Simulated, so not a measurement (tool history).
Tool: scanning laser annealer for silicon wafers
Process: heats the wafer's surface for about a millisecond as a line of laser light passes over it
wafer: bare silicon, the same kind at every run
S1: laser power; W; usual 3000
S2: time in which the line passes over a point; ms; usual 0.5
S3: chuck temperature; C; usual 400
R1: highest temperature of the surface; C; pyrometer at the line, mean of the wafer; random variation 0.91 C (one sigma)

run	hour	S1	S2	S3	R1
1	0	3000	0.5	400	1120.9
2	18.9	3000	0.5	400	1120.5
3	37.5	3000	0.483	400	1105.7
4	50.2	3000	0.483	400	1105.3
5	77.3	3000	0.483	400	1106.2
6	98.2	3000	0.483	400	1105.2
7	117.6	3000	0.483	400	1103.8
8	137.8	3000	0.483	362	1065.2
9	166.1	3179	0.5	400	1159.5
10	189.1	3179	0.5	400	1160.2
11	201	3179	0.5	400	1161.4
12	215.3	3179	0.5	400	1158.6
13	238.6	3000	0.444	400	1067.9
14	261	3000	0.444	400	1067.9
15	280.4	3000	0.444	400	1068.5
16	300.9	3000	0.444	400	1068.6
17	327	3000	0.5	400	1116.5
18	340.3	3000	0.5	400	1114.6
19	366.2	3000	0.5	400	1116.1
20	395.5	3000	0.5	400	1113.9
21	417	3000	0.5	400	1114.6
22	443	3000	0.5	400	1114.5
23	469.1	2801	0.433	395	1007.4
24	491.8	2665	0.38	400	940.7
25	514.5	2951	0.372	400	988.9
# hour 518.1: window over the wafer cleaned
26	535.5	2594	0.5	429	1058.8
27	555.3	2901	0.5	429	1131.3
28	574.1	2901	0.5	429	1130.6
29	593.3	2901	0.5	429	1129.7
30	609.2	2901	0.5	429	1129.5
31	630.9	2901	0.5	429	1130.4
32	651.7	2901	0.5	429	1127.9
33	672.4	2901	0.5	429	1128.9
34	684.3	3244	0.443	378	1102.7
35	712.2	2959	0.435	402	1058.9
36	741.1	3290	0.491	387	1167.1
37	759.6	3290	0.572	387	1240.7
38	781	2588	0.572	387	1066.9
39	796.3	3000	0.416	370	1016.3
40	819.6	3058	0.509	419	1159.9

Forecast each of these 3 alternatives for the next run:
A	834.4	2723	0.378	370	?
B	834.4	3154	0.446	414	?
C	834.4	3002	0.519	407	?

run	R1
A	925.6
B	1120.2
C	1142.2
Without the tool's hidden state the same runs would have given:
run	R1
A	936.2
B	1133.7
C	1156.3
